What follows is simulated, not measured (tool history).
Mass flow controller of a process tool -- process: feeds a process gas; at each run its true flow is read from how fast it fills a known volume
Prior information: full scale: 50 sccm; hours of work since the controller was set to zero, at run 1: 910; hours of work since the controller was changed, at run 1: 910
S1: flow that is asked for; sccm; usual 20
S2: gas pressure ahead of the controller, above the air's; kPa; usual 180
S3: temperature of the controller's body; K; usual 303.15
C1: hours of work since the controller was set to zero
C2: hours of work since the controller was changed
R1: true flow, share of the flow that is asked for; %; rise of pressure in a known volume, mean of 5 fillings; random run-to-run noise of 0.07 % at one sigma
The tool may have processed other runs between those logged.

{"run": 1, "day": 0.0, "S1": 20, "S2": 180, "S3": 303.15, "C1": 910, "C2": 910, "R1": 98.89}
{"run": 2, "day": 7.821, "S1": 20, "S2": 180, "S3": 303.15, "C1": 1054, "C2": 1054, "R1": 98.91}
{"run": 3, "day": 14.812, "S1": 20, "S2": 180, "S3": 303.15, "C1": 1184, "C2": 1184, "R1": 98.76}
{"run": 4, "day": 21.046, "S1": 20, "S2": 180, "S3": 303.15, "C1": 1299, "C2": 1299, "R1": 98.94}
{"run": 5, "day": 25.962, "S1": 20, "S2": 180, "S3": 303.15, "C1": 1389, "C2": 1389, "R1": 98.82}
{"run": 6, "day": 34.054, "S1": 20, "S2": 180, "S3": 303.15, "C1": 1539, "C2": 1539, "R1": 98.68}
{"run": 7, "day": 44.05, "S1": 20, "S2": 180, "S3": 303.15, "C1": 1723, "C2": 1723, "R1": 98.7}
{"run": 8, "day": 50.988, "S1": 20, "S2": 180, "S3": 303.15, "C1": 1852, "C2": 1852, "R1": 98.71}
{"run": 9, "day": 61.658, "S1": 20, "S2": 180, "S3": 303.15, "C1": 2049, "C2": 2049, "R1": 98.71}
{"run": 10, "day": 70.779, "S1": 20, "S2": 180, "S3": 303.15, "C1": 2217, "C2": 2217, "R1": 98.56}
{"run": 11, "day": 81.146, "S1": 20, "S2": 243, "S3": 306.15, "C1": 2409, "C2": 2409, "R1": 98.96}
{"run": 12, "day": 88.504, "S1": 12, "S2": 156, "S3": 293.15, "C1": 2544, "C2": 2544, "R1": 96.47}
{"run": 13, "day": 94.308, "S1": 20, "S2": 180, "S3": 304.15, "C1": 2652, "C2": 2652, "R1": 98.6}
{"run": 14, "day": 102.617, "S1": 46, "S2": 145, "S3": 299.15, "C1": 2805, "C2": 2805, "R1": 99.76}
{"run": 15, "day": 109.262, "S1": 20, "S2": 239, "S3": 301.15, "C1": 2928, "C2": 2928, "R1": 98.44}
{"run": 16, "day": 116.879, "S1": 17, "S2": 148, "S3": 301.15, "C1": 3069, "C2": 3069, "R1": 97.76}
{"run": 17, "day": 124.85, "S1": 22, "S2": 180, "S3": 302.15, "C1": 3216, "C2": 3216, "R1": 98.5}
{"run": 18, "day": 130.754, "S1": 24, "S2": 182, "S3": 295.15, "C1": 3325, "C2": 3325, "R1": 98.11}
{"run": 19, "day": 136.338, "S1": 40, "S2": 180, "S3": 303.15, "C1": 3428, "C2": 3428, "R1": 99.92}
{"run": 20, "day": 146.229, "S1": 40, "S2": 180, "S3": 303.15, "C1": 3611, "C2": 3611, "R1": 99.74}

Below are 3 alternative next runs, each starting from the tool's condition after run 20. Predict each:
{"run": "A", "day": 151.1, "S1": 7, "S2": 153, "S3": 303.15, "C1": 3701, "C2": 3701, "R1": "?"}
{"run": "B", "day": 151.1, "S1": 19, "S2": 180, "S3": 303.15, "C1": 3701, "C2": 3701, "R1": "?"}
{"run": "C", "day": 151.1, "S1": 40, "S2": 242, "S3": 301.15, "C1": 3701, "C2": 3701, "R1": "?"}

run=A R1=93.98
run=B R1=98.05
run=C R1=99.78
Without the tool's hidden state the same runs would have given:
run=A R1=98.77
run=B R1=99.34
run=C R1=100.00
